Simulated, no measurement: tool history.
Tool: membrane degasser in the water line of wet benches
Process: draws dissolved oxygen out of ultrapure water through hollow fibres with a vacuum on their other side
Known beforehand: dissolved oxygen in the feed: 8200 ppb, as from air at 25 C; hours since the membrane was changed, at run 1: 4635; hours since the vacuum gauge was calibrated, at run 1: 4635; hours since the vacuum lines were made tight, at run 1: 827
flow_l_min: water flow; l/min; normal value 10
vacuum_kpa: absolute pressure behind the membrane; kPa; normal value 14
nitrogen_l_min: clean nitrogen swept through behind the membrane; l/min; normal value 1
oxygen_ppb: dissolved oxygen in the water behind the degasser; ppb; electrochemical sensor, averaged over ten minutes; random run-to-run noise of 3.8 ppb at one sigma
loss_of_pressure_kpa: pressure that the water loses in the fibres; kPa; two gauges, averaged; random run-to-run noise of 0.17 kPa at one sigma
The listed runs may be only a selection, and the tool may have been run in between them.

run	hour	flow_l_min	vacuum_kpa	nitrogen_l_min	hours since the membrane was changed	hours since the vacuum gauge was calibrated	hours since the vacuum lines were made tight	oxygen_ppb	loss_of_pressure_kpa
1	0	10	14	1	4635	4635	827	404.9	26.37
2	65.6	10	14	1	4701	4701	892	407.4	26.6
3	198.4	10	14	1	4834	4834	1025	407	26.42
4	320.7	15	14	1	4956	4956	1148	596	39.82
5	397.4	10	14	1	5033	5033	1224	407.5	26.38
6	503.4	10	14	1	5139	5139	1330	401.8	26.52
7	576.9	10	14	1	5212	5212	1404	411.7	26.69
8	648.6	10	14	1	5284	5284	1475	403.1	26.67
9	721	10	14	1	5356	5356	1548	410.8	26.37
10	775.3	10	14	0.92	5410	5410	1602	421.9	26.7
11	868.9	10	13.5	0.92	5504	5504	1696	405.4	26.27
12	923.7	10	13.5	0.92	5559	5559	1751	415.2	26.63
13	1044.5	10	13.5	0.92	5680	5680	1871	420.1	26.61
14	1146	10	13.5	0.92	5781	5781	1973	413.9	26.89
15	1268.9	10	13.5	0.92	5904	5904	2096	418.5	26.74
16	1399.1	10	13.5	0.92	6034	6034	2226	414.6	26.6
17	1492.2	10	13.5	0.92	6127	6127	2319	420.9	26.8
18	1578.8	10	13.5	0.92	6214	6214	2406	426	26.68
19	1704.6	12	27.4	1.21	6340	6340	2531	737.3	31.87
20	1792.2	14	14	0.84	6427	6427	2619	635	37.43
21	1889.1	14	12	1.27	6524	6524	2716	461.9	37.45
22	2018.8	14	12	1.27	6654	6654	2846	473.9	37.43
23	2120.1	14	12	1.27	6755	6755	2947	472	37.75
24	2230.1	15	14	2.06	6865	6865	3057	445.9	40.64
25	2320.8	14	28.4	1	6956	6956	3148	968.2	37.64
26	2401.4	14	28.4	1	7037	7037	3228	971.6	37.76
27	2474.3	14	28.4	1	7109	7109	3301	964	37.15
28	2600.3	8	11.9	1.97	7235	7235	3427	214.3	21.62
29	2695.6	8	11.9	1.97	7331	7331	3522	215.9	21.7
30	2814.2	10	15.2	2.81	7449	7449	3641	270.6	26.9
31	2935.9	6	11.1	2.81	7571	7571	3763	130.3	15.96
32	3042	6	11.1	1.19	7677	7677	3869	189.4	16.21

How would selected steps in oxygen_ppb from run to run divide? Give the signed amount a tool lacking its hidden state would still show from settings, what came in and random variation, and the signed amount left for the hidden state, including any gauge scatter that is not in both of the compared results.
Hidden conditions of the tool in this case: membrane still open, %; true pressure behind the membrane over the reading, kPa; air that leaks in behind the membrane, l/min; drift of the gauge itself on oxygen_ppb, %; drift of the gauge itself on loss_of_pressure_kpa, %.
Run 3 -> 4: flow_l_min 10 -> 15. oxygen_ppb +189 ppb: hidden state +10.3, all else +178.7.
Run 18 -> 19: flow_l_min 10 -> 12, vacuum_kpa 13.5 -> 27.4, nitrogen_l_min 0.92 -> 1.21. oxygen_ppb +311.3 ppb: hidden state +4.6, all else +306.7.
Run 24 -> 25: flow_l_min 15 -> 14, vacuum_kpa 14 -> 28.4, nitrogen_l_min 2.06 -> 1. oxygen_ppb +522.3 ppb: hidden state +2.9, all else +519.4.
Run 27 -> 28: flow_l_min 14 -> 8, vacuum_kpa 28.4 -> 11.9, nitrogen_l_min 1 -> 1.97. oxygen_ppb -749.7 ppb: hidden state -21.8, all else -727.9.
Run 30 -> 31: flow_l_min 10 -> 6, vacuum_kpa 15.2 -> 11.1. oxygen_ppb -140.3 ppb: hidden state -13.7, all else -126.6.
